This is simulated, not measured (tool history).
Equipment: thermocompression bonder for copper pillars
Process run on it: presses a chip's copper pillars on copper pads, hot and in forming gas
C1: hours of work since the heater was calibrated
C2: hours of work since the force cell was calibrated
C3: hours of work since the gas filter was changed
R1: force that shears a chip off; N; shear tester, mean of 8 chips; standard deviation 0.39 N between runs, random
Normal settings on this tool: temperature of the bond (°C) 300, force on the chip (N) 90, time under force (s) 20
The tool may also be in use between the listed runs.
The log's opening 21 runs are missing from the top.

run 22 day=11.054 | temperature_of_the_bond_(°C)=307 force_on_the_chip_(N)=59 time_under_force_(s)=32 | C1=247 C2=705 C3=137 | R1=53.1
run 23 day=11.850 | temperature_of_the_bond_(°C)=307 force_on_the_chip_(N)=59 time_under_force_(s)=32 | C1=257 C2=714 C3=146 | R1=53.3
run 24 day=12.342 | temperature_of_the_bond_(°C)=315 force_on_the_chip_(N)=57 time_under_force_(s)=32 | C1=263 C2=720 C3=152 | R1=55.3
run 25 day=12.792 | temperature_of_the_bond_(°C)=315 force_on_the_chip_(N)=57 time_under_force_(s)=32 | C1=269 C2=726 C3=158 | R1=56.2
run 26 day=13.575 | temperature_of_the_bond_(°C)=315 force_on_the_chip_(N)=57 time_under_force_(s)=32 | C1=278 C2=735 C3=168 | R1=55.9
run 27 day=13.912 | temperature_of_the_bond_(°C)=300 force_on_the_chip_(N)=76 time_under_force_(s)=43 | C1=282 C2=740 C3=172 | R1=64.8
run 28 day=14.638 | temperature_of_the_bond_(°C)=295 force_on_the_chip_(N)=68 time_under_force_(s)=47 | C1=291 C2=748 C3=181 | R1=60.7
run 29 day=15.408 | temperature_of_the_bond_(°C)=282 force_on_the_chip_(N)=68 time_under_force_(s)=41 | C1=301 C2=758 C3=190 | R1=51.4
run 30 day=16.058 | temperature_of_the_bond_(°C)=300 force_on_the_chip_(N)=62 time_under_force_(s)=36 | C1=308 C2=766 C3=198 | R1=54.0
run 31 day=16.462 | temperature_of_the_bond_(°C)=300 force_on_the_chip_(N)=62 time_under_force_(s)=36 | C1=313 C2=771 C3=203 | R1=53.3
run 32 day=16.821 | temperature_of_the_bond_(°C)=273 force_on_the_chip_(N)=76 time_under_force_(s)=35 | C1=318 C2=775 C3=207 | R1=48.6
run 33 day=17.479 | temperature_of_the_bond_(°C)=273 force_on_the_chip_(N)=76 time_under_force_(s)=35 | C1=326 C2=783 C3=215 | R1=48.8
run 34 day=18.196 | temperature_of_the_bond_(°C)=273 force_on_the_chip_(N)=76 time_under_force_(s)=35 | C1=335 C2=792 C3=224 | R1=49.0
run 35 day=18.579 | temperature_of_the_bond_(°C)=319 force_on_the_chip_(N)=65 time_under_force_(s)=35 | C1=339 C2=797 C3=229 | R1=63.7
run 36 day=19.083 | temperature_of_the_bond_(°C)=326 force_on_the_chip_(N)=94 time_under_force_(s)=35 | C1=345 C2=803 C3=235 | R1=81.9
run 37 day=19.871 | temperature_of_the_bond_(°C)=326 force_on_the_chip_(N)=94 time_under_force_(s)=35 | C1=355 C2=812 C3=244 | R1=81.0

Consider 5 possible next runs. They are alternatives, not a sequence: every one starts from the tool as it was left by run 37. What does each give?
run A day=20.512 | temperature_of_the_bond_(°C)=318 force_on_the_chip_(N)=96 time_under_force_(s)=20 | C1=363 C2=820 C3=252 | R1=?
run B day=20.512 | temperature_of_the_bond_(°C)=292 force_on_the_chip_(N)=55 time_under_force_(s)=42 | C1=363 C2=820 C3=252 | R1=?
run C day=20.512 | temperature_of_the_bond_(°C)=304 force_on_the_chip_(N)=94 time_under_force_(s)=35 | C1=363 C2=820 C3=252 | R1=?
run D day=20.512 | temperature_of_the_bond_(°C)=309 force_on_the_chip_(N)=133 time_under_force_(s)=31 | C1=363 C2=820 C3=252 | R1=?
run E day=20.512 | temperature_of_the_bond_(°C)=300 force_on_the_chip_(N)=123 time_under_force_(s)=43 | C1=363 C2=820 C3=252 | R1=?

run=A R1=67.5
run=B R1=49.1
run=C R1=71.6
run=D R1=84.3
run=E R1=84.3
Stripped of hidden state, with their random variation kept, the same runs would have yielded:
run=A R1=67.7
run=B R1=49.2
run=C R1=71.8
run=D R1=84.5
run=E R1=84.5
